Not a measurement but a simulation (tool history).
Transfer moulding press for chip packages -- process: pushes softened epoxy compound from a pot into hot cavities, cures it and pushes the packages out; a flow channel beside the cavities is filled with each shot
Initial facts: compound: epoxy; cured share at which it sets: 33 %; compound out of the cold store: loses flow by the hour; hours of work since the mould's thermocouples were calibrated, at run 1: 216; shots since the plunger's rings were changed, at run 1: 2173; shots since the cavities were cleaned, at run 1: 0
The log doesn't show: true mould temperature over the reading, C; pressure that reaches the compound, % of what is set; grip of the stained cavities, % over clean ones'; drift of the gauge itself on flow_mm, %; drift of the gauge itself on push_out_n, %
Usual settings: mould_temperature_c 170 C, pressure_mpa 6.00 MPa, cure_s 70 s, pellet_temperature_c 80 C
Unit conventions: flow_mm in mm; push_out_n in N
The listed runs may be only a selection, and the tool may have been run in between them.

run   hour  mould_temperature_c  pressure_mpa  cure_s  pellet_temperature_c  hours of work since the mould's thermocouples were calibrated  shots since the plunger's rings were changed  shots since the cavities were cleaned  incoming compound's hours out of the cold store  flow_mm  push_out_n
  1    0.0                  170          6.00      70                    80                                                            216                                          2173                                      0                                             18.3      616         458
  2   11.8                  170          5.28      70                    80                                                            222                                          2305                                    132                                             21.1      573         534
  3   18.0                  170          6.00      70                    70                                                            225                                          2373                                    200                                             15.3      622         633
  4   25.6                  170          6.00      70                    80                                                            229                                          2457                                    284                                             20.7      609         630
  5   34.4                  169          6.00      70                    80                                                            234                                          2555                                    382                                             29.2      596         685
  6   45.8                  169          6.00      70                    80                                                            240                                          2681                                    508                                             43.8      572         718
      52.4  -- cavities cleaned with cleaning compound and waxed
  7   52.4                  170          6.00      70                    80                                                            243                                          2738                                      1                                             17.5      612         818
  8   64.4                  170          6.00      70                    80                                                            249                                          2871                                    134                                             42.5      560         755
  9   72.8                  170          6.00      70                    80                                                            253                                          2964                                    227                                             47.2      553         753
 10   85.0                  170          6.00      70                    80                                                            259                                          3099                                    362                                             39.8      570         754
 11   92.9                  170          6.00      70                    80                                                            264                                          3187                                    450                                             36.2      575         759
 12   98.1                  170          6.00      70                    80                                                            266                                          3245                                    508                                             24.9      590         793
     104.8  -- cavities cleaned with cleaning compound and waxed
 13  105.0                  165          7.23      67                    71                                                            269                                          3305                                      3                                             26.1      672         784
     109.6  -- cavities cleaned with cleaning compound and waxed, once more
     112.8  -- plunger's sealing rings changed
 14  114.9                  165          7.29      70                    76                                                            272                                            23                                     31                                             41.1      679         693
 15  122.2                  165          7.29      70                    76                                                            276                                           104                                    112                                             24.1      710         786
 16  128.5                  170          5.23      92                    80                                                            279                                           174                                    182                                             47.9      541         367
 17  134.5                  173          6.00      70                    80                                                            282                                           241                                    249                                             19.8      623         487
 18  140.4                  168          6.00      93                    86                                                            285                                           306                                    314                                             33.5      615         431
 19  152.8                  168          6.00      93                    86                                                            292                                           443                                    451                                             13.4      654         471
     165.1  -- cavities cleaned with cleaning compound and waxed
 20  165.9                  166          5.86      64                    77                                                            298                                           572                                      8                                             37.5      601         755
 21  171.2                  163          6.12      63                    83                                                            301                                           631                                     67                                             43.0      617        1057
 22  179.7                  177          4.83      95                    90                                                            305                                           726                                    162                                             24.1      535         333
 23  188.7                  175          6.48      85                    89                                                            310                                           825                                    261                                             42.8      590         372

The logged runs with the hidden state left out (each run's random variation unchanged):
run  flow_mm  push_out_n
  1      639         439
  2      595         435
  3      647         482
  4      634         454
  5      622         465
  6      598         464
  7      641         449
  8      588         417
  9      581         421
 10      600         423
 11      606         428
 12      623         448
 13      710         743
 14      679         635
 15      710         648
 16      542         286
 17      625         357
 18      617         305
 19      658         314
 20      606         723
 21      623         930
 22      540         270
 23      597         276

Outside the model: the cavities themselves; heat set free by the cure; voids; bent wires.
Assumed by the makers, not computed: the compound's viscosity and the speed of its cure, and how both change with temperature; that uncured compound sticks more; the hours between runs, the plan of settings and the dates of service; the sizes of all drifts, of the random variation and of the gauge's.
